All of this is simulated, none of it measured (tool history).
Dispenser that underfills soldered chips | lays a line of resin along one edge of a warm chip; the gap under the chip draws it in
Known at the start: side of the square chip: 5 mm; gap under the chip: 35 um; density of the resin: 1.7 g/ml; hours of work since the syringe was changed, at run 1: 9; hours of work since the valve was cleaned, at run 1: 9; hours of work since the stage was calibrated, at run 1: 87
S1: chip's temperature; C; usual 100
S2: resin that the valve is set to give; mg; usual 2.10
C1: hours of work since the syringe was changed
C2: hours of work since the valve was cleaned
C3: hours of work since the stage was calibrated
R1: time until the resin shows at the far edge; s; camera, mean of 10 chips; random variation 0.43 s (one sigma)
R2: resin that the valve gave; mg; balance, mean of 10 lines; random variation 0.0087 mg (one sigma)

run	hour	S1	S2	C1	C2	C3	R1	R2
1	0.0	100	2.10	9	9	87	64.5	2.090
# hour 1.5: new syringe of resin
2	2.8	100	2.10	1	11	89	34.4	2.083
3	7.4	100	2.42	4	14	92	43.4	2.394
4	10.7	100	2.42	7	17	94	52.5	2.399
5	14.5	113	2.42	10	19	97	42.5	2.390
# hour 15.2: new syringe of resin
6	19.4	113	1.91	3	23	101	26.7	1.874
7	23.7	100	2.10	6	26	104	52.7	2.074
8	26.1	100	2.10	8	28	106	60.4	2.051
# hour 28.7: new syringe of resin
9	29.7	100	2.10	1	30	108	34.0	2.085
10	32.5	100	2.10	3	32	110	40.2	2.084
11	36.4	100	2.10	6	35	113	50.8	2.056
12	41.1	100	2.10	9	39	116	65.4	2.066
# hour 42.2: new syringe of resin
13	45.2	100	1.84	2	41	119	40.8	1.820
14	50.4	100	2.10	6	45	123	52.2	2.049
15	53.3	100	2.49	8	47	125	59.5	2.444
# hour 55.8: new syringe of resin
16	58.5	100	2.49	2	51	129	36.6	2.422
17	61.1	100	2.36	4	53	131	43.4	2.299
18	63.8	100	2.10	6	55	133	51.9	2.033
19	66.2	100	2.10	8	57	134	60.2	2.041
# hour 69.2: new syringe of resin
20	71.3	102	1.97	2	60	138	34.7	1.896
21	76.0	109	2.08	5	64	141	35.4	2.006
22	79.2	109	2.08	7	66	144	44.0	2.000
# hour 82.9: new syringe of resin
23	83.9	93	2.44	1	69	147	43.0	2.347
24	86.6	96	2.42	3	71	149	45.3	2.321
25	89.8	111	2.58	5	74	151	33.0	2.464
26	93.1	111	2.58	7	76	154	40.3	2.485
# hour 96.4: new syringe of resin
27	97.8	111	2.58	1	79	157	23.6	2.453
28	100.1	92	2.10	3	81	159	53.6	2.004
29	102.8	113	2.52	5	83	161	30.1	2.425
30	107.4	113	2.52	8	86	164	38.7	2.412
# hour 110.1: new syringe of resin
31	113.0	110	2.10	2	90	168	27.6	2.008
32	116.8	101	2.48	5	93	171	43.9	2.368
33	119.6	113	2.17	7	95	173	36.0	2.075
34	122.9	113	2.17	9	98	175	44.2	2.073
# hour 123.7: new syringe of resin
35	126.2	113	2.17	2	100	178	24.1	2.064
36	130.2	113	2.17	5	103	181	30.2	2.051

How the hidden state differs across the entries between the runs, from the last listed run before each to the first after it:
Between runs 1 and 2: new syringe of resin (hour 1.5)
  resin's viscosity, % of fresh resin's: 201.9 -> 107.4; dose that the valve gives, % of what is set: 99.49 -> 99.39; true chip temperature over the reading, C: -0.5 -> -0.51
  measured less the result without the state, R1: +32.9 -> +2.9 s; R2: -0.010 -> -0.013 mg
Between runs 5 and 6: new syringe of resin (hour 15.2)
  resin's viscosity, % of fresh resin's: 212.1 -> 127; dose that the valve gives, % of what is set: 98.96 -> 98.79; true chip temperature over the reading, C: -0.53 -> -0.54
  measured less the result without the state, R1: +23.0 -> +6.1 s; R2: -0.025 -> -0.023 mg
Between runs 8 and 9: new syringe of resin (hour 28.7)
  resin's viscosity, % of fresh resin's: 188.1 -> 106.8; dose that the valve gives, % of what is set: 98.53 -> 98.4
  measured less the result without the state, R1: +29.0 -> +2.9 s; R2: -0.031 -> -0.033 mg
Between runs 12 and 13: new syringe of resin (hour 42.2)
  resin's viscosity, % of fresh resin's: 207 -> 120; dose that the valve gives, % of what is set: 97.98 -> 97.83
  measured less the result without the state, R1: +34.5 -> +7.7 s; R2: -0.043 -> -0.040 mg
Between runs 15 and 16: new syringe of resin (hour 55.8)
  resin's viscosity, % of fresh resin's: 191.7 -> 118.8; dose that the valve gives, % of what is set: 97.52 -> 97.33; true chip temperature over the reading, C: -0.6 -> -0.61
  measured less the result without the state, R1: +29.1 -> +6.5 s; R2: -0.062 -> -0.066 mg
Between runs 19 and 20: new syringe of resin (hour 69.2)
  resin's viscosity, % of fresh resin's: 186.7 -> 113.1; dose that the valve gives, % of what is set: 97.04 -> 96.86; true chip temperature over the reading, C: -0.62 -> -0.63
  measured less the result without the state, R1: +28.8 -> +4.9 s; R2: -0.063 -> -0.062 mg
Between runs 22 and 23: new syringe of resin (hour 82.9)
  resin's viscosity, % of fresh resin's: 180.2 -> 106.8; dose that the valve gives, % of what is set: 96.57 -> 96.43; true chip temperature over the reading, C: -0.65 -> -0.66
  measured less the result without the state, R1: +20.5 -> +3.8 s; R2: -0.071 -> -0.087 mg
Between runs 26 and 27: new syringe of resin (hour 96.4)
  resin's viscosity, % of fresh resin's: 183.2 -> 108.4; dose that the valve gives, % of what is set: 96.09 -> 95.92; true chip temperature over the reading, C: -0.67 -> -0.68
  measured less the result without the state, R1: +18.9 -> +2.4 s; R2: -0.101 -> -0.105 mg
Between runs 30 and 31: new syringe of resin (hour 110.1)
  resin's viscosity, % of fresh resin's: 190.6 -> 117.3; dose that the valve gives, % of what is set: 95.57 -> 95.36; true chip temperature over the reading, C: -0.7 -> -0.71
  measured less the result without the state, R1: +19.1 -> +4.9 s; R2: -0.112 -> -0.097 mg
Between runs 34 and 35: new syringe of resin (hour 123.7)
  resin's viscosity, % of fresh resin's: 209.4 -> 115.6; dose that the valve gives, % of what is set: 95.01 -> 94.88; true chip temperature over the reading, C: -0.73 -> -0.74
  measured less the result without the state, R1: +23.7 -> +4.0 s; R2: -0.109 -> -0.111 mg
